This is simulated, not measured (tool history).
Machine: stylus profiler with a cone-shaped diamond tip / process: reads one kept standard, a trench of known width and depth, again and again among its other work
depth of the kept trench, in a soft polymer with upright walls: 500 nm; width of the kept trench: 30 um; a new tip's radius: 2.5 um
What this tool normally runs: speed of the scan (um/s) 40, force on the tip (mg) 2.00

run    hour  speed of the scan (um/s)  force on the tip (mg)  depth of the trench (Å)  width of the trench's floor (nm)
  1     0.0                        40                   2.00                   5015.4                             26630
  2    32.5                        40                   2.00                   5014.0                             26620
  3    69.0                        40                   2.00                   5015.8                             26650
  4   100.1                        20                   2.00                   5016.4                             26700
  5   125.0                        18                   2.00                   5014.2                             26680
  6   158.3                        18                   2.00                   5014.5                             26740
  7   191.6                        18                   3.60                   5026.5                             26760
  8   230.8                        18                   3.60                   5026.1                             26750
  9   270.6                        18                   3.60                   5026.1                             26740
 10   309.4                        18                   3.60                   5023.5                             26670
 11   333.4                        40                   2.00                   5010.8                             26540
 12   371.2                        40                   2.00                   5013.8                             26540
 13   398.7                        40                   2.00                   5011.6                             26540
 14   416.5                        40                   2.00                   5011.2                             26600
 15   446.4                        62                   2.00                   5012.5                             26430
 16   463.1                        62                   2.00                   5011.8                             26430
 17   503.9                        40                   2.00                   5010.5                             26600
 18   542.7                        40                   2.00                   5011.2                             26550
 19   577.6                        40                   2.00                   5009.0                             26520
 20   602.0                        29                   1.76                   5007.7                             26580
 21   633.6                        36                   5.12                   5031.3                             26630
 22   664.5                       101                   2.00                   5009.5                             26270
 23   690.1                        33                   0.73                   4991.1                             26460
 24   724.0                       106                   1.31                   4994.7                             26070
 25   759.6                       106                   1.31                   4997.3                             26110
 26   794.9                       106                   1.31                   4997.5                             26080
 27   828.7                        81                   1.71                   4998.4                             26250
 28   867.7                        34                   1.94                   5001.0                             26520
 29   895.1                       155                   1.39                   5022.3                             25750
 30   916.3                       155                   1.39                   5019.5                             25820
 31   953.0                       155                   1.39                   5020.0                             25820
 32   993.5                        23                   0.69                   5011.9                             26400
 33  1027.2                        40                   0.94                   5013.0                             26400
 34  1048.8                        40                   0.94                   5012.7                             26350
 35  1079.4                        40                   0.94                   5015.7                             26290
 36  1103.4                        40                   0.94                   5013.3                             26340
 37  1130.0                       100                   4.81                   5046.1                             26350
 38  1161.3                        12                   0.95                   5013.3                             26510

Not shown: 2 entries that the log had between the listed runs. Between which runs, and how does the tool's hidden state differ before and after?
Between runs 22 and 23: height scale calibrated on a step standard (hour 667.2)
  radius of the tip, um: 2.97 -> 2.98; height scale over the true one, %: -0.376 -> -0.474
  measured less the result without the state, depth of the trench (Å): -19.0 -> -23.8; width of the trench's floor (nm): -300 -> -310
Between runs 28 and 29: height scale calibrated on a step standard, once more (hour 875.2)
  radius of the tip, um: 3.04 -> 3.05; height scale over the true one, %: -0.512 -> -0.015
  measured less the result without the state, depth of the trench (Å): -25.7 -> -0.8; width of the trench's floor (nm): -340 -> -350
